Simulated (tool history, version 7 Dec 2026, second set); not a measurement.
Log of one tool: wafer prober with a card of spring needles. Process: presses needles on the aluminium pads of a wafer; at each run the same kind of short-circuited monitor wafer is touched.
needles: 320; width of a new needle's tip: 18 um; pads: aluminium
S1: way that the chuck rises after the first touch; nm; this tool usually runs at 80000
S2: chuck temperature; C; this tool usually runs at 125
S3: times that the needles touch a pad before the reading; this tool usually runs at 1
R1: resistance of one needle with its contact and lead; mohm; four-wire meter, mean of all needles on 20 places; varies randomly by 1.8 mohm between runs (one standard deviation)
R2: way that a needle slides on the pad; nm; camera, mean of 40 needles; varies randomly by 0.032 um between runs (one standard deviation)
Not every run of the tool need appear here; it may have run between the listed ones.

{"run": 1, "hour": 0.0, "S1": 80000, "S2": 125, "S3": 1, "R1": 228, "R2": 11960}
{"hour": 5.3, "done": "tips cleaned on abrasive film"}
{"run": 2, "hour": 6.8, "S1": 80000, "S2": 125, "S3": 1, "R1": 231, "R2": 11930}
{"hour": 12.4, "done": "tips cleaned on abrasive film"}
{"run": 3, "hour": 14.0, "S1": 80000, "S2": 125, "S3": 1, "R1": 243, "R2": 11890}
{"hour": 19.6, "done": "tips cleaned on abrasive film"}
{"run": 4, "hour": 22.9, "S1": 80000, "S2": 125, "S3": 1, "R1": 279, "R2": 11980}
{"hour": 26.8, "done": "tips cleaned on abrasive film"}
{"hour": 33.8, "done": "tips cleaned on abrasive film"}
{"run": 5, "hour": 34.8, "S1": 80000, "S2": 125, "S3": 1, "R1": 223, "R2": 11920}
{"hour": 40.7, "done": "tips cleaned on abrasive film"}
{"run": 6, "hour": 42.0, "S1": 80000, "S2": 125, "S3": 1, "R1": 235, "R2": 11830}
{"hour": 47.3, "done": "tips cleaned on abrasive film"}
{"run": 7, "hour": 52.7, "S1": 80000, "S2": 125, "S3": 1, "R1": 312, "R2": 11850}
{"hour": 54.0, "done": "tips cleaned on abrasive film"}
{"hour": 60.5, "done": "tips cleaned on abrasive film"}
{"run": 8, "hour": 64.5, "S1": 80000, "S2": 125, "S3": 1, "R1": 295, "R2": 11840}
{"hour": 67.3, "done": "tips cleaned on abrasive film"}
{"run": 9, "hour": 70.8, "S1": 80000, "S2": 125, "S3": 1, "R1": 274, "R2": 11780}
{"hour": 73.9, "done": "tips cleaned on abrasive film"}
{"run": 10, "hour": 77.1, "S1": 80000, "S2": 125, "S3": 1, "R1": 279, "R2": 11810}
{"hour": 80.5, "done": "tips cleaned on abrasive film"}
{"hour": 87.2, "done": "tips cleaned on abrasive film"}
{"run": 11, "hour": 87.2, "S1": 80000, "S2": 125, "S3": 1, "R1": 196, "R2": 11720}
{"hour": 94.3, "done": "tips cleaned on abrasive film"}
{"run": 12, "hour": 95.5, "S1": 64000, "S2": 125, "S3": 1, "R1": 247, "R2": 9330}
{"hour": 101.5, "done": "tips cleaned on abrasive film"}
{"run": 13, "hour": 107.3, "S1": 80000, "S2": 125, "S3": 1, "R1": 322, "R2": 11710}
{"hour": 108.3, "done": "tips cleaned on abrasive film"}
{"hour": 115.3, "done": "tips cleaned on abrasive film"}
{"run": 14, "hour": 118.9, "S1": 80000, "S2": 125, "S3": 1, "R1": 287, "R2": 11620}
{"hour": 122.4, "done": "tips cleaned on abrasive film"}
{"hour": 129.3, "done": "tips cleaned on abrasive film"}
{"run": 15, "hour": 129.9, "S1": 80000, "S2": 125, "S3": 1, "R1": 226, "R2": 11670}
{"hour": 135.8, "done": "tips cleaned on abrasive film"}
{"run": 16, "hour": 136.5, "S1": 80000, "S2": 125, "S3": 1, "R1": 223, "R2": 11640}
{"hour": 142.3, "done": "tips cleaned on abrasive film"}
{"run": 17, "hour": 142.3, "S1": 88000, "S2": 35, "S3": 1, "R1": 180, "R2": 12840}
{"hour": 149.4, "done": "tips cleaned on abrasive film"}
{"run": 18, "hour": 152.4, "S1": 61000, "S2": 56, "S3": 2, "R1": 281, "R2": 8710}
{"hour": 156.1, "done": "tips cleaned on abrasive film"}
{"hour": 163.0, "done": "tips cleaned on abrasive film"}
{"run": 19, "hour": 164.8, "S1": 61000, "S2": 62, "S3": 3, "R1": 226, "R2": 8680}
{"hour": 170.0, "done": "tips cleaned on abrasive film"}
{"hour": 176.5, "done": "tips cleaned on abrasive film"}
{"run": 20, "hour": 176.5, "S1": 71000, "S2": 102, "S3": 2, "R1": 196, "R2": 10150}

Run 21, settings as shown, results not yet in. Your forecast:
{"hour": 183.9, "done": "tips cleaned on abrasive film"}
{"run": 21, "hour": 187.2, "S1": 98000, "S2": 26, "S3": 2, "R1": "?", "R2": "?"}

Run 21 measured R1 208 mohm, R2 14190 nm.
If the tool had no hidden condition, the same run with the same run-to-run variation would have returned R1 164 mohm, R2 14750 nm.
